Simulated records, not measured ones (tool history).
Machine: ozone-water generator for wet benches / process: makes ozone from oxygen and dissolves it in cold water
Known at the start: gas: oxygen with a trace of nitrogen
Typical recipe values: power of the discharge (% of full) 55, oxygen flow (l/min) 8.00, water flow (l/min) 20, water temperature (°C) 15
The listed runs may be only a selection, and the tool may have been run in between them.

run   hour  power of the discharge (% of full)  oxygen flow (l/min)  water flow (l/min)  water temperature (°C)  dissolved ozone (ppm)  ozone in the gas ahead of the water (g/m3)
  1    0.0                                  55                 8.00                  20                      15                   27.1                                       184.6
  2   22.9                                  55                 8.00                  20                      15                   27.1                                       184.2
  3   55.6                                  55                 8.00                  20                      10                   29.6                                       183.2
  4   90.0                                  55                 8.00                  20                      10                   29.0                                       184.5
  5  109.7                                  55                 8.00                  20                      20                   24.8                                       184.9
  6  144.5                                  55                 8.00                  20                      20                   24.1                                       183.4
  7  177.4                                  55                 8.00                  20                      15                   26.7                                       182.7
  8  198.8                                  55                 8.00                  20                      15                   26.7                                       183.8
  9  229.4                                  55                 8.00                  20                      15                   26.8                                       183.6
 10  255.2                                  55                 8.00                  20                      15                   26.6                                       183.6
 11  276.8                                  55                 8.00                  20                      15                   26.7                                       182.1
 12  294.0                                  55                 8.00                  20                      15                   26.7                                       182.3
 13  315.2                                  55                 8.00                  20                      15                   26.7                                       182.2
 14  334.8                                  55                 8.00                  20                      15                   26.4                                       183.7
 15  362.2                                  55                 8.00                  20                      16                   26.4                                       179.8
 16  378.2                                  55                 8.00                  20                      16                   26.3                                       181.4
 17  401.0                                  53                 8.00                  20                      15                   26.1                                       177.0
 18  436.0                                  53                 8.00                  20                      15                   26.1                                       177.4
 19  462.9                                  66                 8.22                  13                      12                   41.8                                       201.7
 20  481.2                                  75                 8.00                  22                      19                   28.0                                       223.8
 21  500.2                                  61                 8.00                  20                      14                   29.1                                       193.9
 22  518.0                                  96                 6.11                  19                      18                   40.0                                       314.6
 23  552.9                                  59                 7.24                  28                       8                   23.1                                       204.3
 24  576.5                                  59                 9.99                  14                      15                   33.1                                       161.7
 25  598.0                                  59                 9.99                  14                      15                   32.9                                       165.4
 26  627.4                                  87                 7.40                  14                      15                   46.4                                       258.0
 27  657.6                                  72                 7.40                  14                      10                   44.3                                       228.1
 28  679.8                                  72                 7.40                  14                      10                   45.1                                       228.7
 29  704.2                                  72                 7.40                  14                      10                   44.4                                       229.3
 30  735.4                                  50                 8.00                  20                       7                   28.2                                       169.1
 31  769.2                                  55                 5.07                  20                      15                   28.2                                       243.8
 32  804.1                                  73                 5.07                  21                      15                   32.4                                       293.3
 33  820.3                                  73                13.83                  21                      15                   26.4                                       150.1
 34  851.7                                  86                10.00                  17                      15                   37.2                                       209.4

Pick out some run-to-run changes in dissolved ozone (ppm). Of each, how much would a tool without hidden state show as well, from the settings, what came in and chance, and how much is left for the hidden state and any gauge scatter not in both results compared?
What the log doesn't record here: yield of the discharge, % of new electrodes'; contactor's efficiency, % of a clean one's; true water temperature over the reading, C; drift of the gauge itself on ozone_ppm, %; drift of the gauge itself on gas_g_m3, %.
Run 18 -> 19: power of the discharge (% of full) 53 -> 66, oxygen flow (l/min) 8.00 -> 8.22, water flow (l/min) 20 -> 13, water temperature (°C) 15 -> 12. dissolved ozone (ppm) +15.7: hidden state -0.6, all else +16.3.
Run 21 -> 22: power of the discharge (% of full) 61 -> 96, oxygen flow (l/min) 8.00 -> 6.11, water flow (l/min) 20 -> 19, water temperature (°C) 14 -> 18. dissolved ozone (ppm) +10.9: hidden state -0.9, all else +11.8.
Run 22 -> 23: power of the discharge (% of full) 96 -> 59, oxygen flow (l/min) 6.11 -> 7.24, water flow (l/min) 19 -> 28, water temperature (°C) 18 -> 8. dissolved ozone (ppm) -16.9: hidden state +0.9, all else -17.8.
Run 25 -> 26: power of the discharge (% of full) 59 -> 87, oxygen flow (l/min) 9.99 -> 7.40. dissolved ozone (ppm) +13.5: hidden state -1.0, all else +14.5.
Run 29 -> 30: power of the discharge (% of full) 72 -> 50, oxygen flow (l/min) 7.40 -> 8.00, water flow (l/min) 14 -> 20, water temperature (°C) 10 -> 7. dissolved ozone (ppm) -16.2: hidden state +0.9, all else -17.1.

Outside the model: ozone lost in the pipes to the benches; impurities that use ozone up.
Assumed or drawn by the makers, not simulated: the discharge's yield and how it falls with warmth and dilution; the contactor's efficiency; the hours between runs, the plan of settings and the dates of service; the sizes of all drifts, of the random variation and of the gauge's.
